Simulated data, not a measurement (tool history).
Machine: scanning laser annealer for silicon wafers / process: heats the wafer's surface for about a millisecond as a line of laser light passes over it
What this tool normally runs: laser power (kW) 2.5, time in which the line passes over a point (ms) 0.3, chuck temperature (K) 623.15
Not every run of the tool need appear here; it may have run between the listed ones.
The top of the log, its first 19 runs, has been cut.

run	day	laser power (kW)	time in which the line passes over a point (ms)	chuck temperature (K)	highest temperature of the surface (K)
20	53.85	2.337	0.3	632.15	1257.15
21	57.258	2.456	0.252	654.15	1256.15
22	60.642	2.456	0.252	654.15	1254.15
# day 61.188: optics aligned, line set to its width
23	63.483	2.688	0.249	636.15	1321.15
24	65.629	2.183	0.326	623.15	1237.15
25	68.796	2.183	0.326	623.15	1237.15
26	72.112	2.171	0.216	659.15	1150.15
27	74.158	2.171	0.216	659.15	1152.15
28	77.217	2.397	0.224	609.15	1171.15
29	79.775	2.447	0.236	615.15	1203.15
30	82.612	2.447	0.236	615.15	1205.15
31	84.817	2.406	0.28	623.15	1254.15

Below are 3 alternative next runs, each starting from the tool's condition after run 31. Predict each:
A	87.35	2.406	0.28	590.15	?
B	87.35	2.406	0.302	623.15	?
C	87.35	2.292	0.309	615.15	?

run	highest temperature of the surface (K)
A	1218.15
B	1278.15
C	1240.15
Stripped of hidden state, with their random variation kept, the same runs would have yielded:
run	highest temperature of the surface (K)
A	1241.15
B	1302.15
C	1264.15
